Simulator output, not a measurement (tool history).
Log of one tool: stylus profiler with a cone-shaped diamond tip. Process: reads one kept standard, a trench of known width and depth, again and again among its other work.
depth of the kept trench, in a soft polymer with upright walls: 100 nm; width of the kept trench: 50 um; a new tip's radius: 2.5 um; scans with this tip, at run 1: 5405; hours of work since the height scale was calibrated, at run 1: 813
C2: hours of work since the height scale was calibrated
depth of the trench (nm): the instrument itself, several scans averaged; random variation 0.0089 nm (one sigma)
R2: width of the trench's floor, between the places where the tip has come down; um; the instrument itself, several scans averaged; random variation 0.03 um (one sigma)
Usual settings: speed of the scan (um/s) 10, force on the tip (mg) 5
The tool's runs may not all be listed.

{"run": 1, "day": 0.0, "speed of the scan (um/s)": 10, "force on the tip (mg)": 5, "scans with this tip": 5405, "C2": 813, "depth of the trench (nm)": 101.562, "R2": 48.16}
{"run": 2, "day": 1.046, "speed of the scan (um/s)": 10, "force on the tip (mg)": 5, "scans with this tip": 5498, "C2": 827, "depth of the trench (nm)": 101.573, "R2": 48.12}
{"run": 3, "day": 2.471, "speed of the scan (um/s)": 10, "force on the tip (mg)": 5, "scans with this tip": 5624, "C2": 846, "depth of the trench (nm)": 101.545, "R2": 48.18}
{"run": 4, "day": 4.512, "speed of the scan (um/s)": 10, "force on the tip (mg)": 1.8, "scans with this tip": 5805, "C2": 873, "depth of the trench (nm)": 100.669, "R2": 48.17}
{"run": 5, "day": 5.588, "speed of the scan (um/s)": 10, "force on the tip (mg)": 1.8, "scans with this tip": 5901, "C2": 887, "depth of the trench (nm)": 100.667, "R2": 48.15}
{"run": 6, "day": 7.258, "speed of the scan (um/s)": 10, "force on the tip (mg)": 3.34, "scans with this tip": 6049, "C2": 909, "depth of the trench (nm)": 101.128, "R2": 48.11}
{"run": 7, "day": 8.654, "speed of the scan (um/s)": 10, "force on the tip (mg)": 5, "scans with this tip": 6173, "C2": 928, "depth of the trench (nm)": 101.528, "R2": 48.18}
{"run": 8, "day": 10.533, "speed of the scan (um/s)": 10, "force on the tip (mg)": 5, "scans with this tip": 6339, "C2": 953, "depth of the trench (nm)": 101.54, "R2": 48.13}
{"day": 10.988, "done": "height scale calibrated on a step standard"}
{"run": 9, "day": 11.925, "speed of the scan (um/s)": 10, "force on the tip (mg)": 5, "scans with this tip": 6460, "C2": 12, "depth of the trench (nm)": 101.398, "R2": 48.15}
{"run": 10, "day": 13.758, "speed of the scan (um/s)": 10, "force on the tip (mg)": 5, "scans with this tip": 6623, "C2": 37, "depth of the trench (nm)": 101.398, "R2": 48.05}
{"run": 11, "day": 15.408, "speed of the scan (um/s)": 10, "force on the tip (mg)": 5, "scans with this tip": 6769, "C2": 59, "depth of the trench (nm)": 101.398, "R2": 48.13}
{"run": 12, "day": 17.167, "speed of the scan (um/s)": 10, "force on the tip (mg)": 5, "scans with this tip": 6925, "C2": 82, "depth of the trench (nm)": 101.375, "R2": 48.09}
{"run": 13, "day": 18.292, "speed of the scan (um/s)": 10, "force on the tip (mg)": 5, "scans with this tip": 7025, "C2": 97, "depth of the trench (nm)": 101.379, "R2": 48.07}
{"run": 14, "day": 19.767, "speed of the scan (um/s)": 10, "force on the tip (mg)": 5, "scans with this tip": 7155, "C2": 117, "depth of the trench (nm)": 101.378, "R2": 48.09}
{"run": 15, "day": 20.721, "speed of the scan (um/s)": 10, "force on the tip (mg)": 5, "scans with this tip": 7240, "C2": 130, "depth of the trench (nm)": 101.365, "R2": 48.11}
{"run": 16, "day": 22.396, "speed of the scan (um/s)": 4, "force on the tip (mg)": 5.99, "scans with this tip": 7388, "C2": 152, "depth of the trench (nm)": 101.597, "R2": 48.14}
{"day": 23.525, "done": "height scale calibrated on a step standard, once more"}
{"run": 17, "day": 24.562, "speed of the scan (um/s)": 7, "force on the tip (mg)": 9.83, "scans with this tip": 7578, "C2": 14, "depth of the trench (nm)": 102.77, "R2": 48.11}
{"run": 18, "day": 25.771, "speed of the scan (um/s)": 3, "force on the tip (mg)": 1.92, "scans with this tip": 7686, "C2": 30, "depth of the trench (nm)": 100.933, "R2": 48.06}
{"run": 19, "day": 27.554, "speed of the scan (um/s)": 2, "force on the tip (mg)": 5, "scans with this tip": 7844, "C2": 54, "depth of the trench (nm)": 101.753, "R2": 48.07}
{"run": 20, "day": 29.279, "speed of the scan (um/s)": 2, "force on the tip (mg)": 5, "scans with this tip": 7996, "C2": 77, "depth of the trench (nm)": 101.759, "R2": 48.1}
{"run": 21, "day": 30.3, "speed of the scan (um/s)": 7, "force on the tip (mg)": 4.36, "scans with this tip": 8087, "C2": 90, "depth of the trench (nm)": 101.585, "R2": 48.05}
{"run": 22, "day": 32.046, "speed of the scan (um/s)": 14, "force on the tip (mg)": 10.53, "scans with this tip": 8241, "C2": 114, "depth of the trench (nm)": 102.877, "R2": 48.02}
{"run": 23, "day": 33.892, "speed of the scan (um/s)": 8, "force on the tip (mg)": 3.93, "scans with this tip": 8405, "C2": 138, "depth of the trench (nm)": 101.472, "R2": 48.06}
{"run": 24, "day": 34.979, "speed of the scan (um/s)": 5, "force on the tip (mg)": 2.43, "scans with this tip": 8501, "C2": 153, "depth of the trench (nm)": 101.068, "R2": 48.06}
{"run": 25, "day": 35.933, "speed of the scan (um/s)": 5, "force on the tip (mg)": 2.43, "scans with this tip": 8586, "C2": 165, "depth of the trench (nm)": 101.075, "R2": 48.02}
{"run": 26, "day": 37.779, "speed of the scan (um/s)": 4, "force on the tip (mg)": 2.1, "scans with this tip": 8750, "C2": 190, "depth of the trench (nm)": 100.956, "R2": 48.06}
{"run": 27, "day": 38.867, "speed of the scan (um/s)": 5, "force on the tip (mg)": 1.85, "scans with this tip": 8846, "C2": 204, "depth of the trench (nm)": 100.885, "R2": 48.05}
{"run": 28, "day": 41.008, "speed of the scan (um/s)": 5, "force on the tip (mg)": 1.85, "scans with this tip": 9036, "C2": 233, "depth of the trench (nm)": 100.867, "R2": 48.01}

Forecast each of these 5 alternatives for the next run:
{"run": "A", "day": 41.962, "speed of the scan (um/s)": 5, "force on the tip (mg)": 2.7, "scans with this tip": 9121, "C2": 246, "depth of the trench (nm)": "?", "R2": "?"}
{"run": "B", "day": 41.962, "speed of the scan (um/s)": 19, "force on the tip (mg)": 8.22, "scans with this tip": 9121, "C2": 246, "depth of the trench (nm)": "?", "R2": "?"}
{"run": "C", "day": 41.962, "speed of the scan (um/s)": 36, "force on the tip (mg)": 1.77, "scans with this tip": 9121, "C2": 246, "depth of the trench (nm)": "?", "R2": "?"}
{"run": "D", "day": 41.962, "speed of the scan (um/s)": 2, "force on the tip (mg)": 2.69, "scans with this tip": 9121, "C2": 246, "depth of the trench (nm)": "?", "R2": "?"}
{"run": "E", "day": 41.962, "speed of the scan (um/s)": 4, "force on the tip (mg)": 1.85, "scans with this tip": 9121, "C2": 246, "depth of the trench (nm)": "?", "R2": "?"}

run=A depth_of_the_trench_(nm)=101.11 R2=47.98
run=B depth_of_the_trench_(nm)=102.393 R2=47.94
run=C depth_of_the_trench_(nm)=100.832 R2=47.86
run=D depth_of_the_trench_(nm)=101.119 R2=48.02
run=E depth_of_the_trench_(nm)=100.853 R2=48.01
Without the tool's hidden state the same runs would have given:
run=A depth_of_the_trench_(nm)=101.154 R2=48.56
run=B depth_of_the_trench_(nm)=102.438 R2=48.52
run=C depth_of_the_trench_(nm)=100.876 R2=48.44
run=D depth_of_the_trench_(nm)=101.163 R2=48.59
run=E depth_of_the_trench_(nm)=100.897 R2=48.58
